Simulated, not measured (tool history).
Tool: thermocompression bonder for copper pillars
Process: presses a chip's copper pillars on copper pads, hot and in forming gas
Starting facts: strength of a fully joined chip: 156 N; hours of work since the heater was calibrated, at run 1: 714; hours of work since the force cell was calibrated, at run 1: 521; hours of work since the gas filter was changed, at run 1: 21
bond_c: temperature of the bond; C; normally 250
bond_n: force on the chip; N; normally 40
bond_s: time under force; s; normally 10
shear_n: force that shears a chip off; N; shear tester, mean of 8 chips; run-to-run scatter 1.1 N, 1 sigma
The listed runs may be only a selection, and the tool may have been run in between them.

run,hour,bond_c,bond_n,bond_s,hours of work since the heater was calibrated,hours of work since the force cell was calibrated,hours of work since the gas filter was changed,shear_n
1,0.0,250,40,10,714,521,21,96.6
2,24.6,250,40,10,734,540,41,99.5
3,41.3,250,40,10,747,554,54,98.6
4,52.7,250,40,10,756,562,63,98.9
5,67.1,250,40,10,767,574,74,98.2
6,93.1,250,40,10,788,594,95,98.8
7,112.1,250,40,10,803,609,110,98.7
8,138.8,250,40,10,824,630,131,98.2
9,162.5,250,40,10,843,649,150,99.1
10,176.3,250,40,10,853,660,160,98.0
11,191.0,250,40,10,865,672,172,98.7
12,209.6,250,40,20,880,686,187,118.1
13,235.2,246,39,10,900,707,207,91.0
# hour 249.9: forming gas filter changed
14,250.8,271,39,20,912,718,1,139.1
# hour 263.7: heater calibrated with a thermocouple chip
15,266.8,258,42,10,2,729,12,110.8
16,288.9,250,51,8,20,747,29,101.6
17,306.6,250,45,10,34,761,43,102.8
18,325.2,250,45,10,49,776,58,105.2
19,345.2,250,45,10,64,791,74,103.7
20,359.9,250,53,7,76,803,85,98.3
21,379.4,222,44,9,91,818,101,61.6
22,400.5,222,37,14,108,835,117,67.3
23,418.9,222,37,14,122,849,132,67.4

The next listed run, before its measurement:
24,443.3,279,45,11,142,869,151,?

{"run 24": {"shear_n": 136.8}}
With no hidden state in the tool, this same run would have given shear_n 137.3 N.
